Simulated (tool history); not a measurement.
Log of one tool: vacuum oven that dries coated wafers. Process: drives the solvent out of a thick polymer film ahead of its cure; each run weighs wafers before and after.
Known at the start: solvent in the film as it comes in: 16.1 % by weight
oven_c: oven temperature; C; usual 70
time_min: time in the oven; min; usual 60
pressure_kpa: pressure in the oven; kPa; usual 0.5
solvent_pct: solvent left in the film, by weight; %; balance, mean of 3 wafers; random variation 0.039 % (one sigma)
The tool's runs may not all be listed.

run    hour  oven_c  time_min  pressure_kpa  solvent_pct
  1       0      70        60           0.5         2.79
  2    69.1      70        60           0.5         2.85
  3   126.1      70        60           0.5         2.84
  4   198.4      70        60           0.5         2.88
  5   311.6      70        60           0.5         2.79
  6   401.1      70        57           0.5         3.19
  7   457.2      70        60           0.5         2.91
  8   522.8      70        60         1.977         3.43
  9   617.4      70        60         1.977         3.52
 10   710.9      70        60         1.977         3.55
 11   784.2      67        60         1.977         4.24
 12   860.4      67        60         1.977         4.32
 13   927.5      70        60           0.5         3.12
 14   980.4      69        60           0.5          3.2
 15  1088.8      69        60           0.5         3.25
 16  1202.9      69        60         1.578         3.72
 17  1277.8      69        60         1.578         3.72
 18  1349.5      70        60           0.5         3.08
 19    1407      70        60           0.5         3.11
 20  1531.2      70        60           0.5         3.08
 21  1604.8      70        60           0.5         3.07
 22  1687.7      70        60           0.5         3.16
 23  1780.5      70        60           0.5         3.12
     1868.3  -- oven's thermocouples calibrated
 24  1883.8      62        57         0.532         5.21
 25  1991.3      81        61         1.518         1.58
 26  2075.5      81        61         1.518         1.62
 27  2186.4      81        72         1.518         1.39
 28  2284.8      58        36         0.278         8.25
 29  2365.7      58        36         0.278         8.36
 30  2443.4      64        36         0.452         6.86
 31  2513.5      56        43         0.702         8.05
 32  2588.9      56        43         0.702         8.26
     2641.4  -- vacuum gauge cleaned of residue and calibrated
 33  2680.7      56        43         0.702          7.7
 34  2777.5      59        43         0.702         7.08
 35  2846.1      59        53           0.5         6.09
 36  2958.3      59        53           0.5         5.93

Run 37 comes next. What will it give?
 37  3036.5      59        53           0.5            ?

Run 37 gave solvent_pct 5.94 %.
Without the tool's hidden state the same run would have given solvent_pct 5.58 %.
